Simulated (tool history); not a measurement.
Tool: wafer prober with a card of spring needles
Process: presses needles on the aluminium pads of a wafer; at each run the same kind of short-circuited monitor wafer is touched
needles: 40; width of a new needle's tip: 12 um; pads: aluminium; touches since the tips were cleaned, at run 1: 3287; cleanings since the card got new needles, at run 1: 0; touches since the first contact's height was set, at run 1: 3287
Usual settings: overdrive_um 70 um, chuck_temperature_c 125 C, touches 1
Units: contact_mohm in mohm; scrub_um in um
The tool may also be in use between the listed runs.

run	hour	overdrive_um	chuck_temperature_c	touches	touches since the tips were cleaned	cleanings since the card got new needles	touches since the first contact's height was set	contact_mohm	scrub_um
1	0	70	125	1	3287	0	3287	156	16.78
# hour 12.5: tips cleaned on abrasive film
# hour 31.1: tips cleaned on abrasive film
2	32.5	70	125	2	447	2	13853	125	16.92
# hour 49.6: tips cleaned on abrasive film
# hour 69.7: tips cleaned on abrasive film
# hour 90: tips cleaned on abrasive film
3	90	59	125	2	0	5	32566	125	14.17
# hour 111.9: tips cleaned on abrasive film
# hour 130: tips cleaned on abrasive film
4	141.5	70	78	1	3763	7	49356	153	16.8
# hour 150.4: tips cleaned on abrasive film
# hour 170: tips cleaned on abrasive film
# hour 190.9: tips cleaned on abrasive film
5	204.3	70	78	1	4376	10	69787	157	16.69
# hour 212.6: tips cleaned on abrasive film
# hour 231.5: tips cleaned on abrasive film
6	242.7	70	78	1	3679	12	82287	150	16.66
# hour 251.6: tips cleaned on abrasive film
# hour 271.2: tips cleaned on abrasive film
7	271.2	70	78	1	0	14	91545	120	16.65
# hour 289.6: tips cleaned on abrasive film
# hour 309.5: tips cleaned on abrasive film
8	311.1	70	125	1	506	16	104507	132	16.46
# hour 330.8: tips cleaned on abrasive film
9	346.6	70	125	1	5168	17	116087	160	16.57
# hour 350.2: tips cleaned on abrasive film
# hour 368.5: tips cleaned on abrasive film
10	378.2	70	125	1	3177	19	126369	157	16.52
# hour 387.3: tips cleaned on abrasive film
# hour 406.2: tips cleaned on abrasive film
11	409.2	71	125	1	985	21	136441	137	16.77
# hour 425.7: tips cleaned on abrasive film
# hour 446: tips cleaned on abrasive film
# hour 467.9: tips cleaned on abrasive film
12	473	70	125	1	1670	24	157206	142	16.45
# hour 488.2: tips cleaned on abrasive film
# hour 507.1: tips cleaned on abrasive film
# hour 528.6: tips cleaned on abrasive film
13	536.6	64	125	1	2624	27	177923	161	14.94
# hour 548.9: tips cleaned on abrasive film
# hour 569.3: tips cleaned on abrasive film
14	574.7	70	125	1	1760	29	190303	146	16.38
# hour 589.1: tips cleaned on abrasive film
# hour 596.7: height of the first contact set anew
# hour 608.3: tips cleaned on abrasive film
15	617.4	79	58	3	2979	31	6730	118	19.09
# hour 627.4: tips cleaned on abrasive film
# hour 648.9: tips cleaned on abrasive film
16	665.6	52	58	3	5472	33	22429	137	12.55
# hour 670.2: tips cleaned on abrasive film
# hour 690.4: tips cleaned on abrasive film
# hour 711.2: tips cleaned on abrasive film
17	711.2	68	85	3	0	36	37241	119	16.41
# hour 731.1: tips cleaned on abrasive film
# hour 752.8: tips cleaned on abrasive film
18	770.7	54	41	3	5831	38	56636	133	12.92
# hour 775.3: tips cleaned on abrasive film
# hour 795.9: tips cleaned on abrasive film
# hour 814.9: tips cleaned on abrasive film
19	814.9	76	46	1	0	41	71006	117	18.15
# hour 835.1: tips cleaned on abrasive film
# hour 854.7: tips cleaned on abrasive film
20	872	70	72	2	5683	43	89630	140	16.67
# hour 875.1: tips cleaned on abrasive film
# hour 897.3: tips cleaned on abrasive film
# hour 917.4: tips cleaned on abrasive film
21	926.4	83	63	2	2937	46	107298	125	19.72
# hour 938.7: tips cleaned on abrasive film
# hour 958.2: tips cleaned on abrasive film
22	961.1	70	95	2	926	48	118585	125	16.59
# hour 979.2: tips cleaned on abrasive film
# hour 999.9: tips cleaned on abrasive film
23	999.9	58	125	1	0	50	131219	130	13.72
# hour 1021.4: tips cleaned on abrasive film
24	1032.5	58	125	1	3631	51	141862	171	13.55
# hour 1041.7: tips cleaned on abrasive film
# hour 1059.8: tips cleaned on abrasive film
25	1066.4	77	125	2	2147	53	152873	135	18.12
# hour 1079.7: tips cleaned on abrasive film
# hour 1098.3: tips cleaned on abrasive film
# hour 1116.6: tips cleaned on abrasive film
26	1129.1	59	47	2	4093	56	173301	144	13.78
# hour 1136.7: tips cleaned on abrasive film
# hour 1157.3: tips cleaned on abrasive film
27	1174	52	125	2	5461	58	187905	167	12
# hour 1178.6: tips cleaned on abrasive film
# hour 1197.5: tips cleaned on abrasive film
# hour 1204.5: height of the first contact set anew
28	1205.8	52	125	2	2614	60	417	150	12.44

Measured less the same run without the tool's hidden state. The same run-to-run variation is in both; the gauge's scatter may not be:
The hidden state here: debris on the tips, nm; way that the needles fall short of the set height, um; tips' diameter, um; drift of the gauge itself on contact_mohm, %; drift of the gauge itself on scrub_um, %.
run	contact_mohm	scrub_um
1	+32	+0
2	+6	-0.04
3	+2	-0.1
4	+36	-0.15
5	+41	-0.21
6	+35	-0.24
7	+4	-0.28
8	+10	-0.31
9	+39	-0.33
10	+35	-0.37
11	+15	-0.41
12	+21	-0.47
13	+35	-0.53
14	+22	-0.57
15	+10	-0.03
16	+23	-0.06
17	+1	-0.13
18	+24	-0.16
19	+4	-0.21
20	+25	-0.25
21	+14	-0.32
22	+6	-0.35
23	+7	-0.39
24	+47	-0.42
25	+12	-0.46
26	+32	-0.52
27	+40	-0.56
28	+25	+0
